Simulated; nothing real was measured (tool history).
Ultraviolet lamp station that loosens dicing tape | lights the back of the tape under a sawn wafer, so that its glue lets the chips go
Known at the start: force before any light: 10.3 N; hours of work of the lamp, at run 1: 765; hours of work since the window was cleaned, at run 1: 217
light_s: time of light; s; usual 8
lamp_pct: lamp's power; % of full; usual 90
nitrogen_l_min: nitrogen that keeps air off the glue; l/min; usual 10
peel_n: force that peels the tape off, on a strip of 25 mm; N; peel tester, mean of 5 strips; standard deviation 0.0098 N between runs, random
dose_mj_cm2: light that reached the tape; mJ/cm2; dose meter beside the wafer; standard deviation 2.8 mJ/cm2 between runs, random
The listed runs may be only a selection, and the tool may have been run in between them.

run   hour  light_s  lamp_pct  nitrogen_l_min  hours of work of the lamp  hours of work since the window was cleaned  peel_n  dose_mj_cm2
  1    0.0        8        90              10                        765                                         217   1.062          261
  2   67.6        8        90              10                        795                                         246   1.102          254
  3  127.7        8        65              10                        821                                         273   2.170          182
  4  185.1        8        65              10                        846                                         298   2.225          181
  5  250.6        8        90              10                        875                                         326   1.198          241
  6  300.6        8        90              10                        897                                         348   1.307          239
  7  335.6        8        90              10                        912                                         363   1.347          238
  8  402.6        8        61              17                        941                                         393   1.932          156
  9  468.1        8        61              17                        970                                         421   2.084          153
 10  518.2        5        95              10                        992                                         443   2.802          147
 11  554.3       14        67               5                       1008                                         459   1.525          290

Difference, measured minus no-hidden-state, one row per run. Run-to-run variation is common to both terms; the gauge's own scatter need not be:
Unlogged tool condition in this case: lamp's light, % of a new lamp's; light that the window lets through, % of a clean one's; drift of the gauge itself on peel_n, %; drift of the gauge itself on dose_mj_cm2, %.
run  peel_n  dose_mj_cm2
  1  +0.634         -118
  2  +0.684         -123
  3  +1.169          -93
  4  +1.232          -97
  5  +0.799         -138
  6  +0.885         -142
  7  +0.918         -145
  8  +1.224         -101
  9  +1.341         -104
 10  +1.639         -104
 11  +1.091         -209
